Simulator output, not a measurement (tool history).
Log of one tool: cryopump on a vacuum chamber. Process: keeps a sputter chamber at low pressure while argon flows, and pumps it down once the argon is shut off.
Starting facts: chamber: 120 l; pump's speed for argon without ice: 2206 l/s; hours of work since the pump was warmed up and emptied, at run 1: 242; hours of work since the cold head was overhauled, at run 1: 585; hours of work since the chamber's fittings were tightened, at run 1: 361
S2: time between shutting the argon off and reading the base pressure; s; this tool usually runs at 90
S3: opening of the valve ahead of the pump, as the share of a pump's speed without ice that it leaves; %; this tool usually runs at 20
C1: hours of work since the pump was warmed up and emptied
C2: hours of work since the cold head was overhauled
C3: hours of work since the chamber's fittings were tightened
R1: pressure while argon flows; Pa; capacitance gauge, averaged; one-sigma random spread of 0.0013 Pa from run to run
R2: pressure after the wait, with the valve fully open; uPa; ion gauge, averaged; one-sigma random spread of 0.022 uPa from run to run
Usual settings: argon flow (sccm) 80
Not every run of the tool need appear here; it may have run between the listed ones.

{"run": 1, "hour": 0.0, "argon flow (sccm)": 80, "S2": 90, "S3": 20, "C1": 242, "C2": 585, "C3": 361, "R1": 0.3184, "R2": 0.84}
{"run": 2, "hour": 22.5, "argon flow (sccm)": 80, "S2": 90, "S3": 20, "C1": 260, "C2": 603, "C3": 380, "R1": 0.3154, "R2": 0.84}
{"run": 3, "hour": 46.2, "argon flow (sccm)": 80, "S2": 90, "S3": 20, "C1": 279, "C2": 622, "C3": 399, "R1": 0.3164, "R2": 0.89}
{"run": 4, "hour": 67.0, "argon flow (sccm)": 80, "S2": 90, "S3": 20, "C1": 296, "C2": 639, "C3": 416, "R1": 0.3191, "R2": 0.88}
{"run": 5, "hour": 80.5, "argon flow (sccm)": 80, "S2": 90, "S3": 20, "C1": 307, "C2": 650, "C3": 427, "R1": 0.3194, "R2": 0.91}
{"run": 6, "hour": 93.9, "argon flow (sccm)": 80, "S2": 90, "S3": 20, "C1": 318, "C2": 661, "C3": 437, "R1": 0.3189, "R2": 0.91}
{"run": 7, "hour": 122.7, "argon flow (sccm)": 61, "S2": 90, "S3": 20, "C1": 341, "C2": 684, "C3": 461, "R1": 0.2446, "R2": 0.92}
{"hour": 130.2, "done": "pump warmed up, emptied and cooled again"}
{"run": 8, "hour": 150.2, "argon flow (sccm)": 80, "S2": 90, "S3": 41, "C1": 16, "C2": 703, "C3": 479, "R1": 0.1494, "R2": 0.88}
{"run": 9, "hour": 177.8, "argon flow (sccm)": 80, "S2": 90, "S3": 41, "C1": 39, "C2": 725, "C3": 501, "R1": 0.1502, "R2": 0.85}
{"run": 10, "hour": 199.9, "argon flow (sccm)": 80, "S2": 90, "S3": 21, "C1": 56, "C2": 743, "C3": 519, "R1": 0.2941, "R2": 0.87}
{"run": 11, "hour": 213.2, "argon flow (sccm)": 80, "S2": 90, "S3": 21, "C1": 67, "C2": 754, "C3": 530, "R1": 0.2964, "R2": 0.87}
{"run": 12, "hour": 232.9, "argon flow (sccm)": 80, "S2": 90, "S3": 21, "C1": 83, "C2": 770, "C3": 546, "R1": 0.2953, "R2": 0.9}
{"run": 13, "hour": 251.0, "argon flow (sccm)": 80, "S2": 79, "S3": 20, "C1": 98, "C2": 784, "C3": 561, "R1": 0.3126, "R2": 0.98}
{"run": 14, "hour": 281.9, "argon flow (sccm)": 80, "S2": 79, "S3": 20, "C1": 123, "C2": 809, "C3": 586, "R1": 0.3116, "R2": 0.99}
{"run": 15, "hour": 297.9, "argon flow (sccm)": 80, "S2": 79, "S3": 20, "C1": 136, "C2": 822, "C3": 599, "R1": 0.3114, "R2": 1}
{"run": 16, "hour": 327.6, "argon flow (sccm)": 81, "S2": 79, "S3": 20, "C1": 160, "C2": 846, "C3": 623, "R1": 0.3194, "R2": 1.04}
{"run": 17, "hour": 357.3, "argon flow (sccm)": 80, "S2": 90, "S3": 20, "C1": 184, "C2": 870, "C3": 647, "R1": 0.3135, "R2": 0.95}
{"run": 18, "hour": 377.3, "argon flow (sccm)": 80, "S2": 90, "S3": 20, "C1": 200, "C2": 887, "C3": 663, "R1": 0.3155, "R2": 0.99}
{"run": 19, "hour": 393.3, "argon flow (sccm)": 110, "S2": 90, "S3": 20, "C1": 213, "C2": 900, "C3": 676, "R1": 0.4322, "R2": 0.96}
{"run": 20, "hour": 406.2, "argon flow (sccm)": 80, "S2": 26, "S3": 50, "C1": 224, "C2": 910, "C3": 686, "R1": 0.1323, "R2": 2.26}
{"run": 21, "hour": 426.2, "argon flow (sccm)": 43, "S2": 24, "S3": 26, "C1": 240, "C2": 926, "C3": 703, "R1": 0.1314, "R2": 2.37}
{"run": 22, "hour": 453.7, "argon flow (sccm)": 70, "S2": 276, "S3": 20, "C1": 262, "C2": 949, "C3": 725, "R1": 0.2789, "R2": 0.72}
{"run": 23, "hour": 469.7, "argon flow (sccm)": 70, "S2": 276, "S3": 20, "C1": 275, "C2": 962, "C3": 738, "R1": 0.2787, "R2": 0.67}
{"run": 24, "hour": 485.3, "argon flow (sccm)": 136, "S2": 198, "S3": 16, "C1": 288, "C2": 974, "C3": 750, "R1": 0.6733, "R2": 0.75}
{"run": 25, "hour": 505.6, "argon flow (sccm)": 64, "S2": 90, "S3": 20, "C1": 304, "C2": 991, "C3": 767, "R1": 0.2555, "R2": 1.1}
{"run": 26, "hour": 533.2, "argon flow (sccm)": 36, "S2": 20, "S3": 35, "C1": 327, "C2": 1013, "C3": 789, "R1": 0.0849, "R2": 2.79}
{"run": 27, "hour": 551.8, "argon flow (sccm)": 36, "S2": 20, "S3": 35, "C1": 342, "C2": 1028, "C3": 804, "R1": 0.0855, "R2": 2.73}
{"hour": 558.2, "done": "pump warmed up, emptied and cooled again"}
{"run": 28, "hour": 584.0, "argon flow (sccm)": 76, "S2": 109, "S3": 20, "C1": 21, "C2": 1050, "C3": 826, "R1": 0.291, "R2": 0.87}
{"run": 29, "hour": 606.6, "argon flow (sccm)": 33, "S2": 38, "S3": 28, "C1": 39, "C2": 1068, "C3": 845, "R1": 0.0919, "R2": 1.71}
{"run": 30, "hour": 623.1, "argon flow (sccm)": 64, "S2": 90, "S3": 25, "C1": 53, "C2": 1082, "C3": 858, "R1": 0.1987, "R2": 0.97}
{"run": 31, "hour": 654.4, "argon flow (sccm)": 80, "S2": 38, "S3": 38, "C1": 78, "C2": 1107, "C3": 883, "R1": 0.1648, "R2": 1.75}
{"run": 32, "hour": 682.5, "argon flow (sccm)": 80, "S2": 90, "S3": 22, "C1": 101, "C2": 1130, "C3": 906, "R1": 0.2812, "R2": 1.04}
{"run": 33, "hour": 713.8, "argon flow (sccm)": 80, "S2": 90, "S3": 22, "C1": 126, "C2": 1155, "C3": 932, "R1": 0.2821, "R2": 1.05}
{"run": 34, "hour": 738.6, "argon flow (sccm)": 135, "S2": 90, "S3": 20, "C1": 146, "C2": 1175, "C3": 952, "R1": 0.5275, "R2": 1.12}
{"run": 35, "hour": 755.3, "argon flow (sccm)": 135, "S2": 90, "S3": 28, "C1": 160, "C2": 1189, "C3": 965, "R1": 0.3815, "R2": 1.1}

Describe how what the log doesn't record of the tool's condition differs between the last listed run preceding each entry between runs and the first listed run following it.
Run 7 -> run 8: pump warmed up, emptied and cooled again (hour 130.2)
  pump's speed, % of a pump's without ice: 80.4 -> 98.9; leak into the chamber, uPa l/s: 771 -> 786
  what was measured, less what the result would be without the hidden state, R1: +0.0116 -> +0.0009 Pa; R2: +0.29 -> +0.23 uPa
Run 27 -> run 28: pump warmed up, emptied and cooled again (hour 558.2)
  pump's speed, % of a pump's without ice: 80.6 -> 98; cold plate's temperature, K: 12.25 -> 12.26; leak into the chamber, uPa l/s: 1059 -> 1078
  what was measured, less what the result would be without the hidden state, R1: +0.0068 -> +0.0015 Pa; R2: +0.45 -> +0.35 uPa

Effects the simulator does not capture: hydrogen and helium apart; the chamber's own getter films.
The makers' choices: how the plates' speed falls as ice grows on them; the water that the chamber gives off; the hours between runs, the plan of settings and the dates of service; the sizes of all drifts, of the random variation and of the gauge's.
